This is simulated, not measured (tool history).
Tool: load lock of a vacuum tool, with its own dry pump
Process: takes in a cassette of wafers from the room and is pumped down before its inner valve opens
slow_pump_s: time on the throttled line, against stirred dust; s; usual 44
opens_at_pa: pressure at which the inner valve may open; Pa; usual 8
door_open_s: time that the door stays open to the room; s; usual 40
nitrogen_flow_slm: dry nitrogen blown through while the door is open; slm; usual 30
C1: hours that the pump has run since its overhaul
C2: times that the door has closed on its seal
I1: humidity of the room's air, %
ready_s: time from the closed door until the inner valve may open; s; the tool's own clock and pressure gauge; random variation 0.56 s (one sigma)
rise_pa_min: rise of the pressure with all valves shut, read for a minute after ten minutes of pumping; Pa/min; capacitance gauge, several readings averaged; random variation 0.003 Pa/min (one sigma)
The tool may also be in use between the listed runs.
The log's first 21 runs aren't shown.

{"run": 22, "hour": 7950.3, "slow_pump_s": 23, "opens_at_pa": 8, "door_open_s": 200, "nitrogen_flow_slm": 30, "C1": 16997, "C2": 43355, "I1": 43.8, "ready_s": 70.4, "rise_pa_min": 0.406}
{"run": 23, "hour": 8177.0, "slow_pump_s": 34, "opens_at_pa": 9, "door_open_s": 237, "nitrogen_flow_slm": 12, "C1": 17224, "C2": 44316, "I1": 47.0, "ready_s": 77.2, "rise_pa_min": 0.44}
{"run": 24, "hour": 8600.3, "slow_pump_s": 44, "opens_at_pa": 13, "door_open_s": 86, "nitrogen_flow_slm": 30, "C1": 17647, "C2": 46109, "I1": 44.1, "ready_s": 83.9, "rise_pa_min": 0.427}
{"run": 25, "hour": 8982.7, "slow_pump_s": 44, "opens_at_pa": 13, "door_open_s": 86, "nitrogen_flow_slm": 30, "C1": 18029, "C2": 47730, "I1": 46.1, "ready_s": 83.2, "rise_pa_min": 0.455}
{"run": 26, "hour": 9509.2, "slow_pump_s": 44, "opens_at_pa": 13, "door_open_s": 86, "nitrogen_flow_slm": 30, "C1": 18556, "C2": 49961, "I1": 44.8, "ready_s": 83.5, "rise_pa_min": 0.472}
{"run": 27, "hour": 9876.7, "slow_pump_s": 44, "opens_at_pa": 7, "door_open_s": 40, "nitrogen_flow_slm": 13, "C1": 18923, "C2": 51518, "I1": 46.3, "ready_s": 88.3, "rise_pa_min": 0.503}
{"run": 28, "hour": 10311.7, "slow_pump_s": 44, "opens_at_pa": 11, "door_open_s": 52, "nitrogen_flow_slm": 30, "C1": 19358, "C2": 53361, "I1": 47.3, "ready_s": 85.5, "rise_pa_min": 0.528}
{"run": 29, "hour": 10534.5, "slow_pump_s": 41, "opens_at_pa": 8, "door_open_s": 40, "nitrogen_flow_slm": 4, "C1": 19581, "C2": 54305, "I1": 48.1, "ready_s": 85.0, "rise_pa_min": 0.569}
{"run": 30, "hour": 10881.7, "slow_pump_s": 44, "opens_at_pa": 7, "door_open_s": 40, "nitrogen_flow_slm": 30, "C1": 19928, "C2": 55777, "I1": 42.6, "ready_s": 87.9, "rise_pa_min": 0.572}
{"run": 31, "hour": 11338.9, "slow_pump_s": 44, "opens_at_pa": 7, "door_open_s": 40, "nitrogen_flow_slm": 30, "C1": 20386, "C2": 57714, "I1": 41.6, "ready_s": 89.0, "rise_pa_min": 0.607}
{"hour": 11382.6, "done": "door's seal changed, seat wiped"}
{"run": 32, "hour": 11758.0, "slow_pump_s": 42, "opens_at_pa": 9, "door_open_s": 30, "nitrogen_flow_slm": 30, "C1": 20803, "C2": 1591, "I1": 44.0, "ready_s": 86.3, "rise_pa_min": 0.028}
{"run": 33, "hour": 11989.3, "slow_pump_s": 42, "opens_at_pa": 9, "door_open_s": 30, "nitrogen_flow_slm": 30, "C1": 21035, "C2": 2571, "I1": 46.5, "ready_s": 85.0, "rise_pa_min": 0.03}
{"run": 34, "hour": 12255.6, "slow_pump_s": 65, "opens_at_pa": 9, "door_open_s": 109, "nitrogen_flow_slm": 30, "C1": 21301, "C2": 3699, "I1": 45.6, "ready_s": 104.1, "rise_pa_min": 0.053}
{"run": 35, "hour": 12591.6, "slow_pump_s": 44, "opens_at_pa": 8, "door_open_s": 30, "nitrogen_flow_slm": 33, "C1": 21637, "C2": 5123, "I1": 44.9, "ready_s": 88.3, "rise_pa_min": 0.037}
{"run": 36, "hour": 13003.8, "slow_pump_s": 84, "opens_at_pa": 10, "door_open_s": 30, "nitrogen_flow_slm": 33, "C1": 22049, "C2": 6870, "I1": 46.2, "ready_s": 116.5, "rise_pa_min": 0.042}

5 ways to go on from here, each from the tool as it stands after run 36. What would each give?
{"run": "A", "hour": 13273.6, "slow_pump_s": 49, "opens_at_pa": 10, "door_open_s": 30, "nitrogen_flow_slm": 33, "C1": 22319, "C2": 8013, "I1": 42.5, "ready_s": "?", "rise_pa_min": "?"}
{"run": "B", "hour": 13273.6, "slow_pump_s": 84, "opens_at_pa": 10, "door_open_s": 227, "nitrogen_flow_slm": 33, "C1": 22319, "C2": 8013, "I1": 41.4, "ready_s": "?", "rise_pa_min": "?"}
{"run": "C", "hour": 13273.6, "slow_pump_s": 84, "opens_at_pa": 10, "door_open_s": 30, "nitrogen_flow_slm": 8, "C1": 22319, "C2": 8013, "I1": 46.8, "ready_s": "?", "rise_pa_min": "?"}
{"run": "D", "hour": 13273.6, "slow_pump_s": 44, "opens_at_pa": 8, "door_open_s": 40, "nitrogen_flow_slm": 4, "C1": 22319, "C2": 8013, "I1": 41.9, "ready_s": "?", "rise_pa_min": "?"}
{"run": "E", "hour": 13273.6, "slow_pump_s": 44, "opens_at_pa": 8, "door_open_s": 172, "nitrogen_flow_slm": 30, "C1": 22319, "C2": 8013, "I1": 45.3, "ready_s": "?", "rise_pa_min": "?"}

run=A ready_s=90.1 rise_pa_min=0.047
run=B ready_s=115.7 rise_pa_min=0.085
run=C ready_s=115.3 rise_pa_min=0.065
run=D ready_s=88.9 rise_pa_min=0.071
run=E ready_s=88.7 rise_pa_min=0.085
Without the tool's hidden state the same runs would have given:
run=A ready_s=80.1 rise_pa_min=0.015
run=B ready_s=108.0 rise_pa_min=0.053
run=C ready_s=107.7 rise_pa_min=0.033
run=D ready_s=78.2 rise_pa_min=0.039
run=E ready_s=77.9 rise_pa_min=0.053
